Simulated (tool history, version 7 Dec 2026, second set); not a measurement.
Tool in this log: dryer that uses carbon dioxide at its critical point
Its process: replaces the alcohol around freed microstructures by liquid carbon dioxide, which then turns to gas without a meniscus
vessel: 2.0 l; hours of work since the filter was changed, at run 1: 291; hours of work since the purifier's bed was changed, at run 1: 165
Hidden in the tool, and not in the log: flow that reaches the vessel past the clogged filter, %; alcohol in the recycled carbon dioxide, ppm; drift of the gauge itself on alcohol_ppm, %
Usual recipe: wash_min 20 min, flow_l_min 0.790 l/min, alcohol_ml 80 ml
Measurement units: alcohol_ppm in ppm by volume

run     day  wash_min  flow_l_min  alcohol_ml  hours of work since the filter was changed  hours of work since the purifier's bed was changed  alcohol_ppm
  1   0.000        20       0.790          80                                         291                                                 165          256
  2   0.929        20       0.790          80                                         305                                                 179          256
  3   1.650        20       0.790          80                                         317                                                 191          258
  4   2.867        20       0.790          80                                         336                                                 210          271
  5   3.617        15       0.790          80                                         348                                                 221          891
  6   5.046        15       1.311          80                                         370                                                 244          135
  7   5.733        20       0.790          26                                         381                                                 255          146
      6.521  -- inlet filter changed
  8   6.521        20       0.790          26                                           0                                                 266          113
  9   7.517        20       0.790          26                                          16                                                 282          108
 10   8.533        20       0.790          26                                          32                                                 298          112
 11   9.796        20       0.790          26                                          51                                                 318          121
 12  10.912        20       0.790          26                                          69                                                 335          140
 13  11.708        20       0.564          80                                          81                                                 348          762
 14  12.596        20       0.790          80                                          95                                                 362          247
 15  13.942        20       0.790          80                                         116                                                 383          240
 16  15.192        20       0.854          80                                         136                                                 402          203
 17  15.979        20       1.164          80                                         148                                                 415          119
 18  17.254        20       0.790          80                                         168                                                 435          289
 19  17.917        20       1.083          80                                         179                                                 445          140
 20  19.371        20       1.083          80                                         202                                                 468          145
 21  20.038        20       0.902          80                                         212                                                 478          201
 22  21.183        20       0.790          76                                         230                                                 496          322
 23  21.954        20       0.790          76                                         242                                                 508          327
 24  23.117        20       0.790          85                                         260                                                 527          365
 25  23.821        20       0.790          85                                         271                                                 538          369
 26  24.604        19       0.559          37                                         284                                                 550          675
 27  25.488        24       0.891          35                                         298                                                 564          157
 28  26.517        24       0.891          35                                         314                                                 580          166
 29  27.733        24       0.929          83                                         333                                                 599          185
 30  28.596        20       0.790          61                                         346                                                 613          352
 31  30.050        20       0.790          36                                         369                                                 635          284
 32  31.092        14       0.965          45                                         385                                                 652          471
     31.633  -- inlet filter changed
 33  32.008        23       1.248          74                                           6                                                 665          175
 34  32.808        18       0.629          80                                          18                                                 678          788
 35  33.429        18       0.629          80                                          28                                                 688          792
 36  34.388        25       0.629          22                                          43                                                 703          213
 37  35.525        19       0.629          85                                          61                                                 721          741

Forecast run 38:
 38  36.421        19       0.629          85                                          75                                                 735            ?

{"run 38": {"alcohol_ppm": 741}}
The same run, on a tool lacking any hidden state, would have yielded alcohol_ppm 491 ppm by volume.

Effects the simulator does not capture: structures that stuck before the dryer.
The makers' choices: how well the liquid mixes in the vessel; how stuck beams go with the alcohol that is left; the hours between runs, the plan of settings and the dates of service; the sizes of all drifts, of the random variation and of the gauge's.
